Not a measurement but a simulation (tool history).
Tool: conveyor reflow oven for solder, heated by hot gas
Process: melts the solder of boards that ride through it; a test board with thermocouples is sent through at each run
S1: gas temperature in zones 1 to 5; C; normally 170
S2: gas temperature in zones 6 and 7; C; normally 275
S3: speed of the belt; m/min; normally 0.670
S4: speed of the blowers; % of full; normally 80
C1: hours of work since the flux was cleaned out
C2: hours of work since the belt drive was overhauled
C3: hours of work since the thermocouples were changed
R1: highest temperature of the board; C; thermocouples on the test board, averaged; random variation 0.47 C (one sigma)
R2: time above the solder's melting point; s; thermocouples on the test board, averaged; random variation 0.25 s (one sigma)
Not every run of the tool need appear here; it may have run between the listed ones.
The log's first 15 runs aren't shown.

run,day,S1,S2,S3,S4,C1,C2,C3,R1,R2
16,15.404,170,275,0.699,80,227,387,1049,258.4,55.4
17,16.117,170,275,0.699,80,239,400,1061,258.6,54.9
18,16.725,163,275,0.699,80,250,410,1071,257.8,52.4
19,17.479,163,275,0.699,80,262,423,1084,257.3,52.4
# day 18.446: flux residue cleaned out of gas plates and filters
20,18.979,165,279,0.794,80,9,444,1106,259.6,46.6
21,20.146,170,280,0.784,80,29,464,1125,260.2,49.7
22,21.296,170,280,0.784,80,48,484,1145,261.0,49.2
23,22.196,170,280,0.784,80,63,499,1160,260.8,49.1
24,23.154,170,280,0.784,80,80,515,1176,260.1,49.3
25,24.071,158,274,0.785,85,95,530,1192,253.9,42.7
26,24.950,158,274,0.785,85,110,545,1207,254.0,42.5
27,26.225,165,265,0.670,80,131,567,1228,250.6,51.2
28,27.529,165,265,0.670,80,153,589,1250,250.3,51.0
29,28.138,171,275,0.594,80,164,599,1260,263.8,68.8
30,29.021,171,275,0.767,83,179,614,1275,257.2,48.7
31,30.179,171,275,0.577,73,198,634,1295,262.9,71.0
32,31.033,171,275,0.577,73,213,648,1309,263.1,71.0

Predict each of these 3 candidate next runs independently; none follows another, all start after run 32:
A,32.271,172,275,0.564,59,234,669,1330,?,?
B,32.271,171,283,0.577,64,234,669,1330,?,?
C,32.271,180,275,0.670,80,234,669,1330,?,?

run,R1,R2
A,262.6,71.8
B,269.5,73.8
C,260.6,62.3
Without the tool's hidden state the same runs would have given:
run,R1,R2
A,265.4,72.8
B,272.5,74.5
C,263.7,63.3

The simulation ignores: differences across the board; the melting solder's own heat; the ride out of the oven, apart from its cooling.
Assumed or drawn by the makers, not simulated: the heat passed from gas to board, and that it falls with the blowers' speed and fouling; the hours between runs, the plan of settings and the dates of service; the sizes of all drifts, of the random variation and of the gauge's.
